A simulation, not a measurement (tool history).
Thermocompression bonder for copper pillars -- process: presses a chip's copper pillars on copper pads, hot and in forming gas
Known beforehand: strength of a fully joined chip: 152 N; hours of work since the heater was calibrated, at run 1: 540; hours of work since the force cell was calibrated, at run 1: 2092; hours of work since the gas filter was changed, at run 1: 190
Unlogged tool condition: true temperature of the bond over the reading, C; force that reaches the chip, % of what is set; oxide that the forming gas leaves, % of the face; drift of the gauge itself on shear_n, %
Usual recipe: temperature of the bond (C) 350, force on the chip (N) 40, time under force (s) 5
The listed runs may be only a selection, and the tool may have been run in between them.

run,day,temperature of the bond (C),force on the chip (N),time under force (s),hours of work since the heater was calibrated,hours of work since the force cell was calibrated,hours of work since the gas filter was changed,force that shears a chip off (N)
1,0,350,40,5,540,2092,190,49.7
2,1.8,350,40,5,574,2126,224,50
# day 2.358: heater calibrated with a thermocouple chip
3,3.221,350,40,5,16,2151,250,52.9
# day 4.075: force cell calibrated
4,4.771,368,40,5,44,13,278,64.7
5,7.188,350,38,5,90,59,323,51.2
# day 7.5: forming gas filter changed
6,9.138,350,40,6,126,95,31,61
7,10.938,350,40,6,160,129,65,61
8,13.262,350,40,6,204,173,109,60.1
9,14.871,350,40,6,235,203,139,58.6
10,17.971,350,40,6,293,262,198,56.2
11,19.642,350,40,6,325,294,229,55.6
12,22.175,350,40,6,372,341,277,54.2
13,24.379,350,40,6,414,383,319,52.4
# day 24.796: forming gas filter changed
14,25.975,350,40,13,444,413,22,75.7
15,27.283,350,40,5,469,437,47,53.3
16,28.958,350,40,5,500,469,79,52.7
17,31.454,350,40,9,547,516,126,64
# day 33.517: heater calibrated with a thermocouple chip
18,34.154,350,40,15,12,566,175,83.7
19,35.746,350,41,15,42,596,205,81.1
20,38.804,326,40,5,100,653,263,38.2
21,41.788,326,40,5,156,710,319,38.9
# day 42.112: forming gas filter changed
22,44.579,354,29,5,208,762,47,50.3
23,46.017,354,29,5,236,789,74,50.9
24,48.608,350,31,15,284,838,123,72.7
25,50.075,375,31,4,312,866,150,57.5
26,52.4,378,31,14,356,910,194,90.8
27,54.867,324,40,8,403,956,241,44.8
28,56.821,324,25,10,440,993,278,37.9
29,58.475,345,25,10,471,1024,309,50.3
# day 59.396: forming gas filter changed
30,60.083,345,25,10,501,1054,13,53.1
31,61.617,350,28,5,530,1083,42,44.3
32,64.179,338,41,14,578,1131,90,67.9
# day 64.508: heater calibrated with a thermocouple chip
33,66.621,322,46,11,40,1176,135,57.1
34,68.096,329,46,11,68,1204,163,62.8
35,69.9,329,38,10,102,1238,197,51.8
36,72.004,374,37,5,142,1278,236,68.1
37,75.038,374,37,5,199,1335,294,65.9
# day 76.85: forming gas filter changed
38,77.379,374,37,5,243,1379,10,72.3
39,79.871,374,37,5,290,1426,57,69.5

A few steps of force that shears a chip off (N) between consecutive runs. Split each: what settings, incoming material and random variation would produce without the hidden state, and what is left over for the hidden state, along with gauge scatter present in only one of the two compared results (measured, and without hidden state):
Run 5 -> 6: force on the chip (N) 38 -> 40, time under force (s) 5 -> 6, forming gas filter changed. force that shears a chip off (N) +9.8: hidden state +5.1, all else +4.7.
Run 19 -> 20: temperature of the bond (C) 350 -> 326, force on the chip (N) 41 -> 40, time under force (s) 15 -> 5. force that shears a chip off (N) -42.9: hidden state +1.6, all else -44.5.
Run 25 -> 26: temperature of the bond (C) 375 -> 378, time under force (s) 4 -> 14. force that shears a chip off (N) +33.3: hidden state -3.8, all else +37.1.
Run 26 -> 27: temperature of the bond (C) 378 -> 324, force on the chip (N) 31 -> 40, time under force (s) 14 -> 8. force that shears a chip off (N) -46: hidden state +2.3, all else -48.3.
Run 32 -> 33: temperature of the bond (C) 338 -> 322, force on the chip (N) 41 -> 46, time under force (s) 14 -> 11, heater calibrated with a thermocouple chip. force that shears a chip off (N) -10.8: hidden state +5.3, all else -16.1.
Run 37 -> 38: forming gas filter changed. force that shears a chip off (N) +6.4: hidden state +5.9, all else +0.5.
